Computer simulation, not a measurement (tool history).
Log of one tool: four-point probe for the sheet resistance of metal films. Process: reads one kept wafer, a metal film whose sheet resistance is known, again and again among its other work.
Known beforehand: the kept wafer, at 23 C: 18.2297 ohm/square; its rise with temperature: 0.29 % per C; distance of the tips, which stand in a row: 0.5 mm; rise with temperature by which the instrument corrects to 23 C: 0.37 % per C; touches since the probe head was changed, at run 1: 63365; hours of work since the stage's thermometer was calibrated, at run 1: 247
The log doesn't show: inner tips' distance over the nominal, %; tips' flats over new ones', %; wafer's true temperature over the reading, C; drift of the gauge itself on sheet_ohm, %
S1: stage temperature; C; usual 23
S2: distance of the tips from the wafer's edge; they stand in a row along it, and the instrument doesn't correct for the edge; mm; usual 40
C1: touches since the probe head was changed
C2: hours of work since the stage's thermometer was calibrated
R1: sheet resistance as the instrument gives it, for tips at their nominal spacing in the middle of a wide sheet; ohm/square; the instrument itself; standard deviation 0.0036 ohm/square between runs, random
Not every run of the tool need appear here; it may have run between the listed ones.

run	hour	S1	S2	C1	C2	R1
1	0.0	23	40	63365	247	18.206957
2	38.1	23	40	65175	271	18.207642
3	77.5	23	40	67046	297	18.206202
4	105.8	23	40	68386	315	18.206419
5	130.9	23	40	69579	331	18.214733
6	159.2	23	40	70924	350	18.221037
7	207.0	23	40	73189	381	18.219596
8	249.6	19	40	75215	408	18.281819
9	283.3	19	40	76815	430	18.275546
10	324.6	23	40	78772	457	18.218684
11	350.0	24	40	79981	473	18.214848
12	395.5	24	40	82140	503	18.209473
13	438.5	24	40	84181	530	18.220443
14	463.9	24	40	85385	547	18.216442
15	511.4	30	61	87641	578	18.141425
16	544.2	29	61	89197	599	18.153629
17	582.9	20	48	91035	624	18.286725
18	607.6	32	48	92210	640	18.120965
19	653.5	32	48	94386	670	18.122693
20	675.0	24	39	95409	683	18.230633
21	704.7	35	10	96818	703	18.107758
22	742.2	30	5	98598	727	18.248144
23	763.3	26	3	99598	741	18.477780
24	808.0	26	3	101720	769	18.482706

3 ways to go on from here, each from the tool as it stands after run 24. What would each give?
A	843.6	21	8	103411	793	?
B	843.6	27	19	103411	793	?
C	843.6	26	30	103411	793	?

run	R1
A	18.321962
B	18.207645
C	18.217665
Without the tool's unlogged condition, the same runs would have read:
run	R1
A	18.296359
B	18.181889
C	18.191945
